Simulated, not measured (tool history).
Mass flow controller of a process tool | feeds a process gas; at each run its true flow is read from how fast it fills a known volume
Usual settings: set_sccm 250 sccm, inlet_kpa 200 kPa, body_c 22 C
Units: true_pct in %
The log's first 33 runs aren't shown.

run    hour  set_sccm  inlet_kpa  body_c  hours of work since the controller was set to zero  hours of work since the controller was changed  true_pct
 34  4131.3        95        200      31                                                4419                                            4419    101.31
 35  4263.5        95        200      31                                                4511                                            4511    101.33
 36  4365.7       106        165      23                                                4582                                            4582    100.55
 37  4521.4       309        146      32                                                4690                                            4690    100.75
     4618.2  -- controller's zero set anew
 38  4647.7       309        146      36                                                  20                                            4777    100.54
 39  4727.0        97        148      22                                                  76                                            4832     98.65
 40  4836.5       250        200      34                                                 152                                            4908     99.85
 41  4908.3       250        245      34                                                 201                                            4958     99.56
 42  5032.1       250        245      34                                                 287                                            5044     99.51
 43  5211.0       290        245      40                                                 411                                            5168    100.27
 44  5297.8       173        169      22                                                 472                                            5228     98.74

Forecast each of these 3 alternatives for the next run:
  A  5454.4       250        196      22                                                 580                                            5337         ?
  B  5454.4       250        158      22                                                 580                                            5337         ?
  C  5454.4       263        200      22                                                 580                                            5337         ?

run  true_pct
  A     98.61
  B     98.82
  C     98.59
Without the tool's hidden state the same runs would have given:
run  true_pct
  A     99.27
  B     99.48
  C     99.25

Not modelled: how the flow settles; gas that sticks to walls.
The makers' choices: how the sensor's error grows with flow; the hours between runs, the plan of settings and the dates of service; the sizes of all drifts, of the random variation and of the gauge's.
